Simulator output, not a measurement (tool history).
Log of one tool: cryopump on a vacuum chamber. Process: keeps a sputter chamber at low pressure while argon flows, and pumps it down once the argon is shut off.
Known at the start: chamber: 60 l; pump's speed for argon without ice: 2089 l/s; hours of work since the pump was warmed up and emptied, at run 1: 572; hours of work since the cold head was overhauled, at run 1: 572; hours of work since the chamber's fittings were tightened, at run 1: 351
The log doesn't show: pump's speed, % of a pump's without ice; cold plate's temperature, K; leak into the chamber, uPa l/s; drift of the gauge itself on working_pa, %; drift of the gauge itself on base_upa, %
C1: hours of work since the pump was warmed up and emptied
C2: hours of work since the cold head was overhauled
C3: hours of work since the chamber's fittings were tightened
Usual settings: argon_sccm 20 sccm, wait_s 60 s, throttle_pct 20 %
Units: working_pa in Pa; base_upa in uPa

{"run": 1, "day": 0.0, "argon_sccm": 20, "wait_s": 60, "throttle_pct": 20, "C1": 572, "C2": 572, "C3": 351, "working_pa": 0.0873, "base_upa": 1.29}
{"day": 1.125, "done": "pump warmed up, emptied and cooled again"}
{"run": 2, "day": 1.992, "argon_sccm": 35, "wait_s": 60, "throttle_pct": 20, "C1": 11, "C2": 595, "C3": 374, "working_pa": 0.1421, "base_upa": 1.11}
{"run": 3, "day": 5.196, "argon_sccm": 35, "wait_s": 60, "throttle_pct": 20, "C1": 52, "C2": 637, "C3": 416, "working_pa": 0.1425, "base_upa": 1.18}
{"run": 4, "day": 9.312, "argon_sccm": 20, "wait_s": 60, "throttle_pct": 20, "C1": 105, "C2": 690, "C3": 469, "working_pa": 0.0822, "base_upa": 1.33}
{"run": 5, "day": 11.738, "argon_sccm": 20, "wait_s": 60, "throttle_pct": 20, "C1": 137, "C2": 721, "C3": 500, "working_pa": 0.0828, "base_upa": 1.45}
{"run": 6, "day": 15.912, "argon_sccm": 20, "wait_s": 60, "throttle_pct": 22, "C1": 190, "C2": 775, "C3": 554, "working_pa": 0.0755, "base_upa": 1.56}
{"run": 7, "day": 18.542, "argon_sccm": 20, "wait_s": 60, "throttle_pct": 22, "C1": 224, "C2": 809, "C3": 588, "working_pa": 0.0761, "base_upa": 1.68}
{"run": 8, "day": 21.708, "argon_sccm": 18, "wait_s": 60, "throttle_pct": 20, "C1": 265, "C2": 849, "C3": 628, "working_pa": 0.076, "base_upa": 1.75}
{"run": 9, "day": 25.621, "argon_sccm": 18, "wait_s": 60, "throttle_pct": 20, "C1": 316, "C2": 900, "C3": 679, "working_pa": 0.076, "base_upa": 1.92}
{"run": 10, "day": 28.5, "argon_sccm": 9, "wait_s": 60, "throttle_pct": 20, "C1": 353, "C2": 937, "C3": 716, "working_pa": 0.0375, "base_upa": 1.91}
{"run": 11, "day": 30.45, "argon_sccm": 9, "wait_s": 60, "throttle_pct": 20, "C1": 378, "C2": 962, "C3": 741, "working_pa": 0.038, "base_upa": 1.93}
{"run": 12, "day": 33.938, "argon_sccm": 9, "wait_s": 60, "throttle_pct": 20, "C1": 423, "C2": 1007, "C3": 786, "working_pa": 0.0382, "base_upa": 2.22}
{"run": 13, "day": 36.479, "argon_sccm": 9, "wait_s": 60, "throttle_pct": 20, "C1": 455, "C2": 1040, "C3": 819, "working_pa": 0.0382, "base_upa": 2.24}
{"run": 14, "day": 39.717, "argon_sccm": 9, "wait_s": 39, "throttle_pct": 53, "C1": 497, "C2": 1081, "C3": 860, "working_pa": 0.016, "base_upa": 2.64}
{"run": 15, "day": 41.596, "argon_sccm": 20, "wait_s": 60, "throttle_pct": 28, "C1": 521, "C2": 1106, "C3": 885, "working_pa": 0.0637, "base_upa": 2.55}
{"run": 16, "day": 43.95, "argon_sccm": 20, "wait_s": 60, "throttle_pct": 28, "C1": 552, "C2": 1136, "C3": 915, "working_pa": 0.0641, "base_upa": 2.62}
{"day": 46.546, "done": "pump warmed up, emptied and cooled again"}
{"run": 17, "day": 47.6, "argon_sccm": 31, "wait_s": 43, "throttle_pct": 17, "C1": 14, "C2": 1180, "C3": 959, "working_pa": 0.1482, "base_upa": 2.35}
{"run": 18, "day": 49.671, "argon_sccm": 31, "wait_s": 148, "throttle_pct": 17, "C1": 40, "C2": 1207, "C3": 986, "working_pa": 0.148, "base_upa": 1.96}
{"day": 51.675, "done": "leaking fittings of the chamber tightened, without venting"}
{"run": 19, "day": 52.262, "argon_sccm": 10, "wait_s": 65, "throttle_pct": 24, "C1": 73, "C2": 1239, "C3": 8, "working_pa": 0.0354, "base_upa": 0.55}
{"run": 20, "day": 54.771, "argon_sccm": 10, "wait_s": 27, "throttle_pct": 24, "C1": 105, "C2": 1272, "C3": 40, "working_pa": 0.0332, "base_upa": 1.03}
{"run": 21, "day": 57.196, "argon_sccm": 12, "wait_s": 193, "throttle_pct": 42, "C1": 136, "C2": 1303, "C3": 71, "working_pa": 0.0242, "base_upa": 0.43}
{"run": 22, "day": 61.388, "argon_sccm": 20, "wait_s": 191, "throttle_pct": 29, "C1": 190, "C2": 1357, "C3": 125, "working_pa": 0.0587, "base_upa": 0.54}
{"run": 23, "day": 64.433, "argon_sccm": 20, "wait_s": 191, "throttle_pct": 29, "C1": 229, "C2": 1396, "C3": 164, "working_pa": 0.0581, "base_upa": 0.63}
{"run": 24, "day": 66.875, "argon_sccm": 20, "wait_s": 191, "throttle_pct": 29, "C1": 261, "C2": 1428, "C3": 196, "working_pa": 0.0573, "base_upa": 0.71}
{"run": 25, "day": 71.071, "argon_sccm": 12, "wait_s": 191, "throttle_pct": 29, "C1": 315, "C2": 1482, "C3": 250, "working_pa": 0.0357, "base_upa": 0.81}

Forecast each of these 5 alternatives for the next run:
{"run": "A", "day": 74.654, "argon_sccm": 20, "wait_s": 41, "throttle_pct": 18, "C1": 361, "C2": 1528, "C3": 296, "working_pa": "?", "base_upa": "?"}
{"run": "B", "day": 74.654, "argon_sccm": 14, "wait_s": 57, "throttle_pct": 57, "C1": 361, "C2": 1528, "C3": 296, "working_pa": "?", "base_upa": "?"}
{"run": "C", "day": 74.654, "argon_sccm": 20, "wait_s": 60, "throttle_pct": 38, "C1": 361, "C2": 1528, "C3": 296, "working_pa": "?", "base_upa": "?"}
{"run": "D", "day": 74.654, "argon_sccm": 32, "wait_s": 60, "throttle_pct": 50, "C1": 361, "C2": 1528, "C3": 296, "working_pa": "?", "base_upa": "?"}
{"run": "E", "day": 74.654, "argon_sccm": 11, "wait_s": 300, "throttle_pct": 29, "C1": 361, "C2": 1528, "C3": 296, "working_pa": "?", "base_upa": "?"}

run=A working_pa=0.0950 base_upa=1.35
run=B working_pa=0.0227 base_upa=1.09
run=C working_pa=0.0464 base_upa=1.16
run=D working_pa=0.0577 base_upa=1.14
run=E working_pa=0.0334 base_upa=0.86
Without the tool's hidden state the same runs would have given:
run=A working_pa=0.0913 base_upa=0.69
run=B working_pa=0.0201 base_upa=0.46
run=C working_pa=0.0427 base_upa=0.49
run=D working_pa=0.0517 base_upa=0.48
run=E working_pa=0.0314 base_upa=0.20
